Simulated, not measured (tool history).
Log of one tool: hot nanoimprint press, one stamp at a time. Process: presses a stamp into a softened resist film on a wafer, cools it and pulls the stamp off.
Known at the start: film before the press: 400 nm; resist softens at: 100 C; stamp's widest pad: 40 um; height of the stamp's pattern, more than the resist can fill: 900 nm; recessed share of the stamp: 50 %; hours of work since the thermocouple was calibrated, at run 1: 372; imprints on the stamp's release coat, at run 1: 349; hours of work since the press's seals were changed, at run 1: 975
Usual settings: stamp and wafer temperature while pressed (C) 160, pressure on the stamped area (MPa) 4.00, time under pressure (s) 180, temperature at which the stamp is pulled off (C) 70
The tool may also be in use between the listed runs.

run,day,stamp and wafer temperature while pressed (C),pressure on the stamped area (MPa),time under pressure (s),temperature at which the stamp is pulled off (C),hours of work since the thermocouple was calibrated,imprints on the stamp's release coat,hours of work since the press's seals were changed,resist left under the stamp's widest pad (Å),greatest force while the stamp is pulled off (N)
1,0.000,160,4.00,180,70,372,349,975,2363,166
2,2.700,160,4.00,180,70,410,503,1013,2388,165
3,4.217,160,4.00,208,70,431,589,1034,2247,166
4,6.571,160,4.00,180,69,464,724,1067,2373,169
# day 7.375: plate thermocouple calibrated
5,9.679,160,4.00,180,69,32,894,1108,2378,169
6,11.729,160,3.56,180,69,61,1010,1137,2485,169
# day 13.362: stamp cleaned and given a new release coat
7,14.871,160,3.56,180,69,101,86,1177,2504,168
8,17.417,160,4.00,180,70,137,231,1213,2391,166
9,19.138,160,4.00,180,70,161,329,1237,2414,164
10,21.650,160,4.00,180,70,196,472,1272,2398,167
11,24.604,160,4.33,180,70,237,641,1313,2339,164
12,25.862,160,4.00,180,70,255,712,1331,2409,166
# day 28.958: press's hydraulic seals changed and the load cell set to zero
13,28.958,160,4.00,180,70,293,870,0,2408,165
14,31.758,160,4.00,180,70,332,1029,39,2420,166
# day 33.017: stamp cleaned and given a new release coat
15,33.921,160,4.00,199,70,359,51,66,2327,166
16,35.196,160,4.00,199,70,377,124,84,2328,166
17,37.042,160,4.15,97,70,402,229,109,2835,166
18,39.908,160,4.15,97,70,442,392,149,2847,165
# day 42.225: plate thermocouple calibrated
19,42.346,160,4.12,180,74,2,524,182,2395,150
20,44.575,160,4.12,180,74,33,651,213,2399,150
21,45.992,160,4.12,180,74,53,732,233,2405,153
22,48.979,160,4.12,180,74,94,902,274,2400,151
# day 49.754: gauge calibrated
23,51.483,160,4.12,180,74,129,1045,309,2341,149
# day 52.379: stamp cleaned and given a new release coat
24,53.642,160,4.12,196,57,156,72,336,2284,216
25,55.125,160,4.36,109,76,177,157,357,2661,142
26,57.338,160,4.00,310,65,207,283,387,1973,187
27,59.208,160,4.00,185,65,234,390,414,2364,184
28,61.350,157,4.00,140,72,263,512,443,2771,159
29,62.658,160,4.00,180,69,282,586,462,2383,170

4 ways to go on from here, each from the tool as it stands after run 29. What would each give?
A,64.629,169,4.00,180,57,309,698,489,?,?
B,64.629,160,2.66,180,69,309,698,489,?,?
C,64.629,160,4.00,221,59,309,698,489,?,?
D,64.629,160,3.58,125,69,309,698,489,?,?

run,resist left under the stamp's widest pad (Å),greatest force while the stamp is pulled off (N)
A,1839,218
B,2733,170
C,2232,206
D,2757,171
Without the tool's hidden state the same runs would have given:
run,resist left under the stamp's widest pad (Å),greatest force while the stamp is pulled off (N)
A,1820,217
B,2706,169
C,2209,205
D,2730,170

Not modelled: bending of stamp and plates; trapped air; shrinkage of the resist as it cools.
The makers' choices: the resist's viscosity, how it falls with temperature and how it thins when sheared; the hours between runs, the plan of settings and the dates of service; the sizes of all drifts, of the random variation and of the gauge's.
